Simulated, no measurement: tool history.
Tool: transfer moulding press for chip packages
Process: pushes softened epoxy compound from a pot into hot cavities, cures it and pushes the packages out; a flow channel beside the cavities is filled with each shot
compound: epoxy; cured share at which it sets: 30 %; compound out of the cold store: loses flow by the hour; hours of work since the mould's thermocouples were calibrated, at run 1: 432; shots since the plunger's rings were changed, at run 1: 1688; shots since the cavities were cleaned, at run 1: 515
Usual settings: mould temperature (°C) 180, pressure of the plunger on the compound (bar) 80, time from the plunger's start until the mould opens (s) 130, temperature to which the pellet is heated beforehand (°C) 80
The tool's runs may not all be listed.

| run | hour | mould temperature (°C) | pressure of the plunger on the compound (bar) | time from the plunger's start until the mould opens (s) | temperature to which the pellet is heated beforehand (°C) | hours of work since the mould's thermocouples were calibrated | shots since the plunger's rings were changed | shots since the cavities were cleaned | incoming compound's hours out of the cold store | length that the compound runs in the flow channel (mm) | greatest force on the pins that push the packages out (N) |
|---|---|---|---|---|---|---|---|---|---|---|---|
| 1 | 0 | 180 | 80 | 130 | 80 | 432 | 1688 | 515 | 32.2 | 588 | 283 |
|  | 38.2 | cavities cleaned with cleaning compound and waxed |
| 2 | 58.4 | 180 | 80 | 130 | 80 | 464 | 2134 | 159 | 40.3 | 567 | 241 |
| 3 | 115.3 | 180 | 80 | 130 | 80 | 496 | 2580 | 605 | 16 | 609 | 303 |
|  | 144 | cavities cleaned with cleaning compound and waxed |
| 4 | 164 | 180 | 80 | 130 | 80 | 523 | 2951 | 157 | 45.2 | 555 | 230 |
| 5 | 213.9 | 180 | 80 | 130 | 89 | 551 | 3342 | 548 | 13.7 | 605 | 285 |
|  | 250.6 | cavities cleaned with cleaning compound and waxed |
| 6 | 278.5 | 180 | 80 | 130 | 89 | 587 | 3837 | 219 | 12.7 | 603 | 251 |
|  | 354.7 | cavities cleaned with cleaning compound and waxed |
| 7 | 355.6 | 174 | 80 | 130 | 80 | 629 | 4430 | 7 | 30.1 | 584 | 322 |
|  | 369.5 | plunger's sealing rings changed |
| 8 | 392.6 | 174 | 80 | 130 | 80 | 648 | 181 | 278 | 37.4 | 611 | 400 |
|  | 425.4 | mould's thermocouples calibrated |
| 9 | 433 | 180 | 80 | 130 | 80 | 4 | 482 | 579 | 43.7 | 579 | 305 |
|  | 462.3 | cavities cleaned with cleaning compound and waxed |
| 10 | 496 | 180 | 80 | 130 | 80 | 39 | 964 | 264 | 13.5 | 628 | 278 |
|  | 568.3 | cavities cleaned with cleaning compound and waxed |
| 11 | 575.3 | 180 | 80 | 130 | 80 | 83 | 1575 | 55 | 29 | 598 | 228 |
| 12 | 635.5 | 180 | 80 | 162 | 80 | 117 | 2047 | 527 | 30.1 | 590 | 237 |
|  | 670.4 | cavities cleaned with cleaning compound and waxed |
| 13 | 708.4 | 180 | 80 | 162 | 80 | 157 | 2607 | 297 | 29.8 | 590 | 210 |
| 14 | 743.6 | 180 | 80 | 162 | 80 | 177 | 2883 | 573 | 12.1 | 615 | 248 |
|  | 772.1 | cavities cleaned with cleaning compound and waxed |
| 15 | 820.8 | 180 | 80 | 163 | 78 | 219 | 3478 | 382 | 47.3 | 551 | 221 |
|  | 843.9 | mould's thermocouples calibrated, once more |
|  | 875.6 | cavities cleaned with cleaning compound and waxed |
| 16 | 875.6 | 180 | 80 | 163 | 86 | 17 | 3880 | 0 | 18.9 | 590 | 169 |
| 17 | 923.5 | 180 | 80 | 163 | 86 | 44 | 4256 | 376 | 14.3 | 592 | 226 |
|  | 963.3 | plunger's sealing rings changed |
|  | 982.7 | cavities cleaned with cleaning compound and waxed |
| 18 | 982.7 | 185 | 80 | 145 | 80 | 75 | 141 | 0 | 44.7 | 565 | 161 |
| 19 | 1039.3 | 185 | 80 | 145 | 80 | 107 | 585 | 444 | 45.6 | 557 | 212 |
| 20 | 1080.2 | 185 | 80 | 145 | 80 | 130 | 906 | 765 | 32.2 | 575 | 245 |
|  | 1085.1 | cavities cleaned with cleaning compound and waxed |
| 21 | 1159.3 | 185 | 80 | 145 | 80 | 174 | 1515 | 583 | 32 | 577 | 233 |
|  | 1187.2 | cavities cleaned with cleaning compound and waxed |
| 22 | 1219.5 | 185 | 80 | 145 | 80 | 207 | 1975 | 253 | 10.4 | 609 | 196 |
| 23 | 1258.1 | 185 | 80 | 145 | 80 | 228 | 2278 | 556 | 29.1 | 576 | 226 |
|  | 1292.1 | cavities cleaned with cleaning compound and waxed |
| 24 | 1315.6 | 181 | 80 | 130 | 80 | 260 | 2717 | 184 | 20.1 | 598 | 227 |
| 25 | 1379.8 | 180 | 63.5 | 111 | 80 | 296 | 3221 | 688 | 11.1 | 545 | 423 |
|  | 1395.5 | cavities cleaned with cleaning compound and waxed |
| 26 | 1436.6 | 180 | 63.5 | 111 | 80 | 327 | 3655 | 323 | 25.8 | 516 | 344 |
| 27 | 1494.7 | 180 | 63.5 | 111 | 80 | 360 | 4111 | 779 | 29.9 | 506 | 430 |

Forecast each of these 3 alternatives for the next run:
|  | 1500.9 | cavities cleaned with cleaning compound and waxed |
|  | 1550.7 | plunger's sealing rings changed |
| A | 1570.9 | 180 | 80 | 128 | 80 | 400 | 158 | 530 | 20.4 | ? | ? |
|  | 1500.9 | cavities cleaned with cleaning compound and waxed |
|  | 1550.7 | plunger's sealing rings changed |
| B | 1570.9 | 177 | 91.5 | 136 | 80 | 400 | 158 | 530 | 37.4 | ? | ? |
|  | 1500.9 | cavities cleaned with cleaning compound and waxed |
|  | 1550.7 | plunger's sealing rings changed |
| C | 1570.9 | 180 | 69.6 | 163 | 80 | 400 | 158 | 530 | 27.4 | ? | ? |

| run | length that the compound runs in the flow channel (mm) | greatest force on the pins that push the packages out (N) |
|---|---|---|
| A | 624 | 309 |
| B | 638 | 310 |
| C | 563 | 228 |
Without the tool's hidden state the same runs would have given:
| run | length that the compound runs in the flow channel (mm) | greatest force on the pins that push the packages out (N) |
|---|---|---|
| A | 623 | 209 |
| B | 636 | 207 |
| C | 562 | 161 |
